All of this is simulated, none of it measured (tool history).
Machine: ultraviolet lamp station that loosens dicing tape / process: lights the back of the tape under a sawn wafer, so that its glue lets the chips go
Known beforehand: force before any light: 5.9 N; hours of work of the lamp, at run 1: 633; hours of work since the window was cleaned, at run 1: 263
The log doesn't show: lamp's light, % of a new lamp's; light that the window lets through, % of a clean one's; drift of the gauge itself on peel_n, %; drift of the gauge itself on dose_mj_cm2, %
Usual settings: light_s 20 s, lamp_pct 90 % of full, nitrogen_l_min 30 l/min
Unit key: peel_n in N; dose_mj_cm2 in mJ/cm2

run	hour	light_s	lamp_pct	nitrogen_l_min	hours of work of the lamp	hours of work since the window was cleaned	peel_n	dose_mj_cm2
1	0.0	20	90	30	633	263	0.771	315
2	36.6	20	90	30	655	286	0.765	315
3	81.3	20	90	30	683	313	0.827	307
4	113.1	20	90	10	702	333	1.642	303
5	145.7	20	90	10	722	353	1.677	302
6	184.6	20	90	45	746	377	0.671	294
# hour 219.8: window cleaned of glue's vapour
7	229.2	20	90	30	773	6	0.626	343
8	270.8	20	90	30	799	31	0.641	340
9	313.4	38	90	30	825	58	0.159	632
10	338.0	20	90	16	840	73	1.070	329
11	380.5	20	90	30	866	99	0.735	325
12	421.2	14	90	30	891	124	1.391	219
13	450.2	20	90	30	909	142	0.772	317
14	492.4	20	90	30	935	168	0.797	311
15	525.0	20	90	30	955	188	0.859	298
16	563.3	28	90	30	979	211	0.408	414
17	584.5	28	90	30	992	224	0.436	412
18	628.5	20	90	11	1019	251	1.660	291
19	665.3	20	90	11	1042	274	1.691	286
20	703.6	20	90	11	1065	298	1.774	280
21	730.5	11	90	30	1082	314	2.166	151
22	767.3	20	67	47	1104	337	1.270	205
23	794.2	24	67	58	1121	353	0.868	239
24	813.6	24	67	58	1133	365	0.871	238
25	850.7	20	97	30	1156	388	0.941	279
# hour 866.9: window cleaned of glue's vapour
26	871.5	12	95	10	1168	3	2.554	196
27	904.4	12	95	11	1188	23	2.381	201
28	938.9	11	99	25	1209	44	1.899	186
29	978.4	32	67	22	1234	69	0.736	363
30	998.4	20	87	53	1246	81	0.626	291
# hour 1023.2: lamp changed
31	1023.2	36	77	19	0	96	0.262	596
32	1055.0	12	93	13	20	115	1.880	239
33	1082.8	12	93	13	37	132	1.963	237
34	1103.1	12	93	13	49	145	1.876	233
35	1140.4	12	95	10	72	168	2.130	234
36	1158.8	12	95	10	83	179	2.178	234
37	1193.3	12	95	10	105	200	2.241	230
38	1223.6	20	90	18	123	219	0.858	360
39	1262.3	20	90	18	147	243	0.919	351
40	1298.3	16	90	30	169	265	0.944	277
41	1325.3	16	86	39	186	281	0.893	261
42	1362.8	14	86	39	209	304	1.184	224

Each row is a separate what-if for the run after 42, all from the same tool condition, not one after another. Results?
A	1401.6	14	67	23	233	328	?	?
B	1401.6	14	97	39	233	328	?	?
C	1401.6	16	67	25	233	328	?	?
D	1401.6	24	90	30	233	328	?	?
E	1401.6	13	90	30	233	328	?	?

run	peel_n	dose_mj_cm2
A	2.106	171
B	1.000	255
C	1.779	202
D	0.472	404
E	1.422	217
Without the tool's hidden state the same runs would have given:
run	peel_n	dose_mj_cm2
A	1.665	210
B	0.677	314
C	1.354	248
D	0.287	497
E	1.035	267

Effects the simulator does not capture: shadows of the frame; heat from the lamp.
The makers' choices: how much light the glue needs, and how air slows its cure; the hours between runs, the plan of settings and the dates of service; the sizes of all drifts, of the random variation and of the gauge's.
